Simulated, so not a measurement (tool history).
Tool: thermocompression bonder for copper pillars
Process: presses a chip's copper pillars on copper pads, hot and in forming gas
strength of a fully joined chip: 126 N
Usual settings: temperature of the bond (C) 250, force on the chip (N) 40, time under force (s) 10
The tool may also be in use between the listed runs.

| run | day | temperature of the bond (C) | force on the chip (N) | time under force (s) | force that shears a chip off (N) |
|---|---|---|---|---|---|
| 1 | 0.000 | 250 | 40 | 10 | 67.1 |
| 2 | 0.792 | 250 | 40 | 10 | 70.1 |
| 3 | 1.838 | 250 | 40 | 10 | 70.5 |
| 4 | 3.242 | 250 | 40 | 10 | 70.0 |
| 5 | 4.154 | 250 | 40 | 10 | 69.0 |
| 6 | 5.496 | 250 | 40 | 10 | 68.9 |
| 7 | 6.479 | 250 | 40 | 10 | 68.3 |
| 8 | 7.779 | 244 | 40 | 10 | 62.3 |
| 9 | 9.125 | 244 | 40 | 10 | 63.0 |
| 10 | 9.892 | 244 | 40 | 10 | 63.2 |
| 11 | 10.658 | 260 | 26 | 11 | 60.7 |
| 12 | 11.967 | 260 | 26 | 11 | 60.7 |
| 13 | 12.729 | 260 | 26 | 11 | 61.1 |
| 14 | 13.604 | 260 | 44 | 25 | 97.8 |
| 15 | 14.608 | 250 | 40 | 14 | 78.3 |
| 16 | 15.508 | 250 | 52 | 6 | 68.7 |
| 17 | 16.283 | 254 | 28 | 19 | 73.6 |

Not shown: 2 entries that the log had between the listed runs. Between which runs, and how does the tool's hidden state differ before and after?
Between runs 1 and 2: forming gas filter changed (day 0.262)
  oxide that the forming gas leaves, % of the face: 6.05 -> 0.74
  measured less the result without the state, force that shears a chip off (N): -4.4 -> -0.6
Between runs 14 and 15: forming gas filter changed (day 14.296)
  true temperature of the bond over the reading, C: -2.1 -> -2.2; oxide that the forming gas leaves, % of the face: 5.92 -> 0.74
  measured less the result without the state, force that shears a chip off (N): -6.5 -> -1.3
